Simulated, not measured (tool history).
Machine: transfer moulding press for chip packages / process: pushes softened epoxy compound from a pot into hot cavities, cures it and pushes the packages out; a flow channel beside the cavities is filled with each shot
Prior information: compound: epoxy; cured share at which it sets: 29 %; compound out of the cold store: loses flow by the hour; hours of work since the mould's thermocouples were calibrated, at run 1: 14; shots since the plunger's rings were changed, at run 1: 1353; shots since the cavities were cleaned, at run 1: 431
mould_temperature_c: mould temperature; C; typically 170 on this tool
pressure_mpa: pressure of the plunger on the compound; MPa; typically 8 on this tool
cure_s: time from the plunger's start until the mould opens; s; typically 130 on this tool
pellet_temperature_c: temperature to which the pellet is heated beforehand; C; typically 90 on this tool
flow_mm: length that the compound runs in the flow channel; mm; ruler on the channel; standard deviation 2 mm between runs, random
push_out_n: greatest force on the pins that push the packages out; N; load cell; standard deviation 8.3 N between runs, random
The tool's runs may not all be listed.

| run | hour | mould_temperature_c | pressure_mpa | cure_s | pellet_temperature_c | hours of work since the mould's thermocouples were calibrated | shots since the plunger's rings were changed | shots since the cavities were cleaned | incoming compound's hours out of the cold store | flow_mm | push_out_n |
|---|---|---|---|---|---|---|---|---|---|---|---|
| 1 | 0 | 170 | 8 | 130 | 90 | 14 | 1353 | 431 | 26 | 590 | 372 |
| 2 | 10.7 | 170 | 8 | 130 | 90 | 19 | 1427 | 505 | 24.6 | 595 | 377 |
| 3 | 20.8 | 170 | 8 | 130 | 90 | 24 | 1496 | 574 | 30.6 | 568 | 390 |
| 4 | 28.3 | 170 | 8 | 130 | 90 | 28 | 1548 | 626 | 18.9 | 621 | 377 |
| 5 | 38.4 | 170 | 8 | 155 | 90 | 33 | 1617 | 695 | 46.6 | 504 | 349 |
|  | 46.5 | cavities cleaned with cleaning compound and waxed |
| 6 | 51.3 | 170 | 8.38 | 130 | 90 | 38 | 1695 | 32 | 44.2 | 526 | 353 |
| 7 | 59.2 | 170 | 8 | 130 | 90 | 42 | 1750 | 87 | 12.6 | 652 | 398 |
| 8 | 70.1 | 170 | 9.01 | 130 | 90 | 47 | 1825 | 162 | 36.9 | 575 | 384 |
| 9 | 78.5 | 170 | 8.45 | 130 | 90 | 51 | 1882 | 219 | 44.5 | 528 | 364 |
| 10 | 84.8 | 170 | 8.44 | 130 | 90 | 54 | 1925 | 262 | 41.6 | 541 | 365 |
| 11 | 97 | 170 | 8 | 130 | 83 | 60 | 2009 | 346 | 33.6 | 560 | 370 |
| 12 | 102.6 | 170 | 6.22 | 130 | 83 | 63 | 2048 | 385 | 14.2 | 568 | 388 |
| 13 | 110.5 | 170 | 8 | 130 | 90 | 67 | 2102 | 439 | 35.4 | 553 | 370 |
| 14 | 120.2 | 170 | 8 | 130 | 90 | 71 | 2169 | 506 | 18.1 | 621 | 380 |
| 15 | 126.8 | 173 | 8 | 130 | 90 | 74 | 2214 | 551 | 36.2 | 540 | 346 |
| 16 | 138.3 | 173 | 8 | 130 | 90 | 80 | 2293 | 630 | 31.1 | 565 | 344 |
| 17 | 150.6 | 177 | 8 | 130 | 90 | 86 | 2377 | 714 | 17.7 | 615 | 332 |
|  | 156.4 | cavities cleaned with cleaning compound and waxed |
| 18 | 163.2 | 168 | 8.74 | 113 | 90 | 91 | 2454 | 47 | 15.8 | 667 | 510 |
| 19 | 169.2 | 173 | 8.74 | 113 | 89 | 94 | 2495 | 88 | 11.8 | 676 | 402 |
| 20 | 180.4 | 175 | 7.48 | 154 | 83 | 99 | 2572 | 165 | 38.2 | 514 | 320 |
| 21 | 186.4 | 163 | 7.22 | 130 | 90 | 102 | 2613 | 206 | 27.6 | 569 | 517 |
| 22 | 193.2 | 170 | 8 | 131 | 93 | 106 | 2660 | 253 | 8.5 | 671 | 381 |
| 23 | 204.9 | 170 | 8 | 131 | 93 | 111 | 2740 | 333 | 32.6 | 560 | 381 |
| 24 | 211.9 | 172 | 8 | 138 | 97 | 115 | 2788 | 381 | 44.3 | 510 | 352 |
| 25 | 220.2 | 172 | 8 | 138 | 97 | 119 | 2846 | 439 | 38.2 | 531 | 345 |
| 26 | 229.6 | 170 | 7.5 | 153 | 81 | 123 | 2910 | 503 | 29.7 | 554 | 325 |
| 27 | 237.9 | 170 | 7.5 | 117 | 81 | 127 | 2967 | 560 | 25.7 | 573 | 417 |
| 28 | 243 | 170 | 7.5 | 117 | 85 | 129 | 3002 | 595 | 23.9 | 579 | 406 |
| 29 | 250.1 | 170 | 8 | 149 | 90 | 133 | 3051 | 644 | 13.9 | 645 | 349 |

Below are 3 alternative next runs, each starting from the tool's condition after run 29. Predict each:
| A | 256.2 | 170 | 8.2 | 123 | 90 | 136 | 3093 | 686 | 23.4 | ? | ? |
| B | 256.2 | 166 | 9.34 | 149 | 90 | 136 | 3093 | 686 | 18.7 | ? | ? |
| C | 256.2 | 170 | 6.86 | 130 | 90 | 136 | 3093 | 686 | 32 | ? | ? |

| run | flow_mm | push_out_n |
|---|---|---|
| A | 611 | 394 |
| B | 683 | 392 |
| C | 522 | 355 |
Stripped of hidden state, with their random variation kept, the same runs would have yielded:
| run | flow_mm | push_out_n |
|---|---|---|
| A | 611 | 392 |
| B | 684 | 390 |
| C | 522 | 353 |
